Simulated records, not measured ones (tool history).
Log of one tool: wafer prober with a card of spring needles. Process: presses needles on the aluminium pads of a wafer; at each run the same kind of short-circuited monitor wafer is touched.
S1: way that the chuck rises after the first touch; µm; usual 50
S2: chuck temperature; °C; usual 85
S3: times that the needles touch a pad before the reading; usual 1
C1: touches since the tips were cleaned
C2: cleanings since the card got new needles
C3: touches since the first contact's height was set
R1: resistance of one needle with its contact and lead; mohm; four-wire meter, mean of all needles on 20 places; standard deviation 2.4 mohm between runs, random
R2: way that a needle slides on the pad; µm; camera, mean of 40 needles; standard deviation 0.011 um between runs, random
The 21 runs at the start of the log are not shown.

At hour 483.7: height of the first contact set anew.
Run 22, hour 488.8: usual settings but S1 32 µm, S2 50 °C; C1 4366; C2 26; C3 1085. Result: R1 332 mohm, R2 4.94 µm.
At hour 506.9: tips cleaned on abrasive film.
Run 23, hour 509.8: usual settings but S1 32 µm, S2 50 °C; C1 617; C2 27; C3 5517. Result: R1 294 mohm, R2 4.91 µm.
Run 24, hour 526.8: usual settings but S1 32 µm, S2 50 °C; C1 4222; C2 27; C3 9122. Result: R1 343 mohm, R2 4.9 µm.
Run 25, hour 540.6: usual settings but S1 32 µm, S2 53 °C; C1 7162; C2 27; C3 12062. Result: R1 358 mohm, R2 4.92 µm.
At hour 545.1: tips cleaned on abrasive film.
Run 26, hour 558.5: usual settings but S1 32 µm, S2 53 °C; C1 2860; C2 28; C3 15847. Result: R1 323 mohm, R2 4.88 µm.
Run 27, hour 575: usual settings; C1 6348; C2 28; C3 19335. Result: R1 312 mohm, R2 7.64 µm.
At hour 582.4: tips cleaned on abrasive film.
Run 28, hour 606.4: usual settings but S3 3; C1 5085; C2 29; C3 25980. Result: R1 286 mohm, R2 7.65 µm.
At hour 619: tips cleaned on abrasive film.
Run 29, hour 638.9: usual settings but S3 3; C1 4216; C2 30; C3 32868. Result: R1 287 mohm, R2 7.64 µm.
At hour 656.8: tips cleaned on abrasive film.
Run 30, hour 656.9: usual settings but S2 39 °C; C1 14; C2 31; C3 36660. Result: R1 263 mohm, R2 7.63 µm.
Run 31, hour 688.4: usual settings but S2 39 °C; C1 6711; C2 31; C3 43357. Result: R1 305 mohm, R2 7.62 µm.
At hour 694.9: tips cleaned on abrasive film.
Run 32, hour 711: usual settings but S1 57 µm, S2 57 °C; C1 3434; C2 32; C3 48147. Result: R1 290 mohm, R2 8.69 µm.
At hour 733.6: tips cleaned on abrasive film.
Run 33, hour 743.9: usual settings but S1 57 µm, S2 57 °C; C1 2177; C2 33; C3 55100. Result: R1 286 mohm, R2 8.67 µm.

Each row is a separate what-if for the run after 33, all from the same tool condition, not one after another. Results?
Run A, hour 767.3: usual settings but S1 58 µm, S2 57 °C, S3 3; C1 7144; C2 33; C3 60067. Result: R1 ?, R2 ?.
Run B, hour 767.3: usual settings but S2 36 °C, S3 2; C1 7144; C2 33; C3 60067. Result: R1 ?, R2 ?.
Run C, hour 767.3: usual settings but S1 39 µm, S2 105 °C; C1 7144; C2 33; C3 60067. Result: R1 ?, R2 ?.
Run D, hour 767.3: usual settings but S1 57 µm, S2 54 °C, S3 2; C1 7144; C2 33; C3 60067. Result: R1 ?, R2 ?.

run   R1    R2
  A  276  8.83
  B  286  7.59
  C  343  5.89
  D  288  8.67
The same runs, with their run-to-run variation unchanged, on a tool lacking any hidden condition would have given:
run   R1    R2
  A  264  8.94
  B  260  7.69
  C  284     6
  D  268  8.78
